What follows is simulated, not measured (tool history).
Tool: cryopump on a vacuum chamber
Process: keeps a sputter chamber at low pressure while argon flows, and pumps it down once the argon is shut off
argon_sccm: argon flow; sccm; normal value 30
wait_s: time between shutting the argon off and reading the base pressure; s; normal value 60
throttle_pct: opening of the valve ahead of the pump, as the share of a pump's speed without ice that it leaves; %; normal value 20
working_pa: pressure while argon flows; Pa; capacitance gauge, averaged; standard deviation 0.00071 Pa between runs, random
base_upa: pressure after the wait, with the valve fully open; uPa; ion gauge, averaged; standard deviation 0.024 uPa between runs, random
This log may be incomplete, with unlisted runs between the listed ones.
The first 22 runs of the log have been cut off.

run	hour	argon_sccm	wait_s	throttle_pct	working_pa	base_upa
23	515.6	54	60	17	0.3726	0.99
24	534.3	30	32	20	0.1762	1.54
25	565.4	16	189	18	0.1050	0.60
26	600.8	16	60	55	0.0360	1.05
27	635.9	30	54	20	0.1770	1.13
28	662.4	30	20	20	0.1774	2.39
29	691.9	21	20	20	0.1243	2.38
30	713.9	50	20	43	0.1442	2.32
31	731.4	52	60	56	0.1182	1.07
32	764.3	30	60	22	0.1638	1.13
33	794.8	30	36	39	0.0954	1.56

Branching from run 33: 3 alternative next runs. What would each branch give?
A	812.0	24	60	31	?	?
B	812.0	30	29	20	?	?
C	812.0	30	60	26	?	?

run	working_pa	base_upa
A	0.0947	1.15
B	0.1800	1.81
C	0.1388	1.14
Stripped of hidden state, with their random variation kept, the same runs would have yielded:
run	working_pa	base_upa
A	0.0891	0.84
B	0.1731	1.50
C	0.1319	0.83
